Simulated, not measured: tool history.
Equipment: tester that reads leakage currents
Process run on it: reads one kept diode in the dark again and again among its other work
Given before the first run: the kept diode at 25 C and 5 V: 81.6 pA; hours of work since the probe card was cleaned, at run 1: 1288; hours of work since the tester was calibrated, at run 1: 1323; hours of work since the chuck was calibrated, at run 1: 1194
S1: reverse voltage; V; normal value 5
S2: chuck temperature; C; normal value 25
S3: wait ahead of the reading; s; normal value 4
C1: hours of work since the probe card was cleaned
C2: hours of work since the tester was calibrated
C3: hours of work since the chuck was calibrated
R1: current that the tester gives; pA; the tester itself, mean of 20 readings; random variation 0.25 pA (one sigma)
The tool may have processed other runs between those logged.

run,hour,S1,S2,S3,C1,C2,C3,R1
1,0.0,5,25,4,1288,1323,1194,72.69
2,37.3,5,25,4,1311,1346,1216,72.31
3,73.1,5,25,4,1332,1367,1238,71.93
# hour 91.4: chuck's temperature calibrated
4,108.6,5,25,4,1352,1387,10,86.03
5,147.2,5,43,4,1375,1410,33,344.62
6,185.8,5,25,4,1398,1433,56,85.47
7,232.7,5,25,4,1426,1461,84,84.79
8,287.0,5,25,4,1459,1494,117,84.50
9,318.3,5,21,4,1477,1512,136,61.50
10,342.0,5,21,4,1491,1526,150,61.26
11,376.5,5,21,4,1512,1547,170,61.67
12,405.7,5,25,4,1529,1564,188,84.72
13,442.0,5,25,4,1551,1586,209,84.34
14,467.7,5,25,4,1566,1601,225,84.06
15,499.9,5,59,4,1586,1621,244,1046.02
16,553.2,5,59,4,1618,1653,276,1050.77
17,601.7,5,25,4,1646,1681,305,82.72
18,634.8,5,25,4,1666,1701,325,83.23
19,667.5,5,25,4,1686,1721,344,83.11

Estimate the outcome of run 20 from the log above:
20,720.1,5,25,4,1717,1752,376,?

{"run 20": {"R1": 82.75}}
Take away the tool's hidden state, keep the run-to-run variation as it was, and the same run would have given R1 81.94 pA.

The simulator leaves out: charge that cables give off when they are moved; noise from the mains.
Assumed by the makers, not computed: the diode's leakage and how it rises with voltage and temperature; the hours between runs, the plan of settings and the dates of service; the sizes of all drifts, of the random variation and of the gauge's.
